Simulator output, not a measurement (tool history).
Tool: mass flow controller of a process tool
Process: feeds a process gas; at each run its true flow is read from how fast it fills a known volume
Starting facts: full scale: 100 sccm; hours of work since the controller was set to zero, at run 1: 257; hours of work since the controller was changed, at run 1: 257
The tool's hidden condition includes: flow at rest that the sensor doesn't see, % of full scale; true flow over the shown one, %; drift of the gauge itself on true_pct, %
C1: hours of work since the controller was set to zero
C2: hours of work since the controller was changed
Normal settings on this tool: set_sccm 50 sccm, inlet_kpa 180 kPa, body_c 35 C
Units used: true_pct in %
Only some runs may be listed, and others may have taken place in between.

Run 1, day 0.000: usual settings; C1 257; C2 257. Result: true_pct 99.44 %.
Run 2, day 4.642: usual settings; C1 340; C2 340. Result: true_pct 99.23 %.
Run 3, day 9.800: usual settings; C1 432; C2 432. Result: true_pct 99.17 %.
Run 4, day 12.475: usual settings; C1 479; C2 479. Result: true_pct 99.15 %.
Run 5, day 16.354: usual settings but inlet_kpa 204 kPa; C1 548; C2 548. Result: true_pct 99.20 %.
Run 6, day 19.962: usual settings but inlet_kpa 177 kPa; C1 612; C2 612. Result: true_pct 99.32 %.
Run 7, day 22.117: usual settings but inlet_kpa 177 kPa; C1 651; C2 651. Result: true_pct 99.23 %.
Run 8, day 26.854: usual settings but set_sccm 19 sccm, inlet_kpa 177 kPa; C1 735; C2 735. Result: true_pct 98.11 %.
Run 9, day 30.854: usual settings but set_sccm 19 sccm, inlet_kpa 177 kPa; C1 806; C2 806. Result: true_pct 98.20 %.
Run 10, day 33.058: usual settings; C1 845; C2 845. Result: true_pct 99.19 %.
Run 11, day 36.442: usual settings but body_c 36 C; C1 905; C2 905. Result: true_pct 99.18 %.
Run 12, day 39.483: usual settings; C1 959; C2 959. Result: true_pct 99.24 %.
Run 13, day 42.425: usual settings; C1 1012; C2 1012. Result: true_pct 99.23 %.
Run 14, day 44.812: usual settings; C1 1054; C2 1054. Result: true_pct 99.21 %.
Run 15, day 47.442: usual settings; C1 1101; C2 1101. Result: true_pct 99.16 %.
Run 16, day 50.625: usual settings; C1 1158; C2 1158. Result: true_pct 99.14 %.
Run 17, day 53.125: usual settings but inlet_kpa 264 kPa; C1 1202; C2 1202. Result: true_pct 99.39 %.
Run 18, day 55.283: usual settings but inlet_kpa 264 kPa; C1 1240; C2 1240. Result: true_pct 99.33 %.
Run 19, day 59.942: usual settings but inlet_kpa 264 kPa; C1 1323; C2 1323. Result: true_pct 99.32 %.
Run 20, day 62.354: usual settings but set_sccm 61 sccm; C1 1366; C2 1366. Result: true_pct 99.43 %.
Run 21, day 64.829: usual settings but set_sccm 18 sccm; C1 1410; C2 1410. Result: true_pct 97.46 %.
Run 22, day 67.121: usual settings but set_sccm 18 sccm; C1 1451; C2 1451. Result: true_pct 97.60 %.
Run 23, day 70.871: usual settings but inlet_kpa 203 kPa; C1 1518; C2 1518. Result: true_pct 99.13 %.
Run 24, day 74.275: usual settings but set_sccm 11 sccm; C1 1578; C2 1578. Result: true_pct 96.52 %.
Run 25, day 78.238: usual settings but set_sccm 18 sccm; C1 1649; C2 1649. Result: true_pct 97.53 %.
Run 26, day 83.467: usual settings but set_sccm 18 sccm; C1 1742; C2 1742. Result: true_pct 97.52 %.
Run 27, day 86.633: usual settings but set_sccm 57 sccm, inlet_kpa 258 kPa, body_c 24 C; C1 1798; C2 1798. Result: true_pct 98.92 %.
Run 28, day 89.875: usual settings but set_sccm 57 sccm, inlet_kpa 258 kPa, body_c 24 C; C1 1855; C2 1855. Result: true_pct 98.89 %.
Run 29, day 93.979: usual settings but set_sccm 36 sccm, inlet_kpa 149 kPa, body_c 39 C; C1 1928; C2 1928. Result: true_pct 98.69 %.
Run 30, day 98.517: usual settings but set_sccm 36 sccm, inlet_kpa 149 kPa, body_c 39 C; C1 2009; C2 2009. Result: true_pct 98.62 %.
Run 31, day 101.221: usual settings but set_sccm 36 sccm, inlet_kpa 149 kPa, body_c 24 C; C1 2057; C2 2057. Result: true_pct 97.83 %.
Run 32, day 104.988: usual settings but set_sccm 28 sccm, inlet_kpa 197 kPa, body_c 27 C; C1 2124; C2 2124. Result: true_pct 97.59 %.
Run 33, day 107.646: usual settings but set_sccm 37 sccm, inlet_kpa 197 kPa, body_c 22 C; C1 2172; C2 2172. Result: true_pct 97.81 %.
Run 34, day 109.825: usual settings but inlet_kpa 167 kPa; C1 2210; C2 2210. Result: true_pct 99.04 %.
Run 35, day 113.850: usual settings but set_sccm 31 sccm, inlet_kpa 200 kPa; C1 2282; C2 2282. Result: true_pct 98.22 %.
Run 36, day 117.500: usual settings but set_sccm 31 sccm, inlet_kpa 200 kPa; C1 2347; C2 2347. Result: true_pct 98.21 %.

For run 37, what comes out?
Run 37, day 120.867: usual settings but set_sccm 11 sccm, inlet_kpa 195 kPa; C1 2407; C2 2407. Result: true_pct ?.

true_pct: 95.50 %
Had the tool carried no hidden state, the very same run would have given true_pct 98.60 %.
